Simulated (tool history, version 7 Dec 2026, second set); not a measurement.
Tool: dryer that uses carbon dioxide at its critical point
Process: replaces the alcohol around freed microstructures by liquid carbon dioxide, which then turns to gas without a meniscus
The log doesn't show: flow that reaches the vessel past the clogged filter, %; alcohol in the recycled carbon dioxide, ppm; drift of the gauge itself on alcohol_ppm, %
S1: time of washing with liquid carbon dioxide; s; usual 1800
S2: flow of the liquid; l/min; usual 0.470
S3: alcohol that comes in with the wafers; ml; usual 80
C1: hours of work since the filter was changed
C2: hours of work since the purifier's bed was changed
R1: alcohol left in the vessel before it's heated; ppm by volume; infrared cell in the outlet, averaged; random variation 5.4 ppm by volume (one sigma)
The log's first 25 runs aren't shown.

Run 26, day 7.029: usual settings but S1 1920 s, S3 25 ml; C1 71; C2 138. Result: R1 51 ppm by volume.
Run 27, day 7.379: usual settings but S1 1560 s, S2 0.433 l/min, S3 107 ml; C1 76; C2 143. Result: R1 611 ppm by volume.
Run 28, day 7.679: usual settings but S1 1560 s, S2 0.344 l/min, S3 21 ml; C1 80; C2 147. Result: R1 302 ppm by volume.
Run 29, day 8.058: usual settings but S1 1860 s, S2 0.344 l/min, S3 37 ml; C1 86; C2 153. Result: R1 271 ppm by volume.
Run 30, day 8.283: usual settings but S1 2340 s, S2 0.344 l/min, S3 49 ml; C1 89; C2 156. Result: R1 129 ppm by volume.
Run 31, day 8.621: usual settings but S1 1860 s, S2 0.285 l/min, S3 45 ml; C1 94; C2 161. Result: R1 633 ppm by volume.
Run 32, day 8.996: usual settings but S1 2340 s, S2 0.343 l/min, S3 55 ml; C1 100; C2 167. Result: R1 145 ppm by volume.
Run 33, day 9.183: usual settings but S1 1860 s, S2 0.422 l/min, S3 55 ml; C1 102; C2 169. Result: R1 176 ppm by volume.
Run 34, day 9.558: usual settings but S1 1920 s; C1 108; C2 175. Result: R1 132 ppm by volume.
Run 35, day 9.775: usual settings but S1 1500 s, S2 0.427 l/min, S3 48 ml; C1 111; C2 178. Result: R1 369 ppm by volume.
Run 36, day 9.946: usual settings but S1 2760 s, S2 0.554 l/min, S3 23 ml; C1 114; C2 181. Result: R1 24 ppm by volume.
Run 37, day 10.321: usual settings but S1 2400 s, S2 0.359 l/min, S3 38 ml; C1 119; C2 186. Result: R1 89 ppm by volume.
Run 38, day 10.508: usual settings but S1 2400 s, S2 0.359 l/min, S3 38 ml; C1 122; C2 189. Result: R1 96 ppm by volume.
Run 39, day 10.746: usual settings but S1 2400 s, S2 0.464 l/min, S3 38 ml; C1 125; C2 192. Result: R1 43 ppm by volume.
Run 40, day 11.029: usual settings but S2 0.329 l/min; C1 130; C2 197. Result: R1 815 ppm by volume.
Run 41, day 11.242: usual settings but S1 2220 s, S2 0.648 l/min, S3 86 ml; C1 133; C2 200. Result: R1 35 ppm by volume.
Run 42, day 11.429: usual settings but S2 0.302 l/min; C1 135; C2 202. Result: R1 1069 ppm by volume.
Run 43, day 11.608: usual settings but S2 0.302 l/min; C1 138; C2 205. Result: R1 1071 ppm by volume.
Run 44, day 11.962: usual settings but S1 1200 s, S2 0.317 l/min, S3 53 ml; C1 143; C2 210. Result: R1 2167 ppm by volume.
Run 45, day 12.150: usual settings but S1 1440 s, S2 0.759 l/min, S3 53 ml; C1 146; C2 213. Result: R1 56 ppm by volume.
Run 46, day 12.388: usual settings but S2 0.427 l/min; C1 150; C2 217. Result: R1 313 ppm by volume.
Run 47, day 12.650: usual settings but S1 2100 s, S2 0.467 l/min, S3 108 ml; C1 153; C2 220. Result: R1 113 ppm by volume.
Run 48, day 12.988: usual settings but S1 2100 s, S2 0.467 l/min, S3 108 ml; C1 158; C2 225. Result: R1 131 ppm by volume.

3 ways to go on from here, each from the tool as it stands after run 48. What would each give?
Run A, day 13.200: usual settings but S1 1380 s, S3 118 ml; C1 161; C2 228. Result: R1 ?.
Run B, day 13.200: usual settings but S1 1500 s, S2 0.295 l/min, S3 108 ml; C1 161; C2 228. Result: R1 ?.
Run C, day 13.200: usual settings but S2 0.582 l/min, S3 45 ml; C1 161; C2 228. Result: R1 ?.

run    R1
  A   926
  B  2853
  C    58
Without the tool's hidden state the same runs would have given:
run    R1
  A   733
  B  2452
  C    23
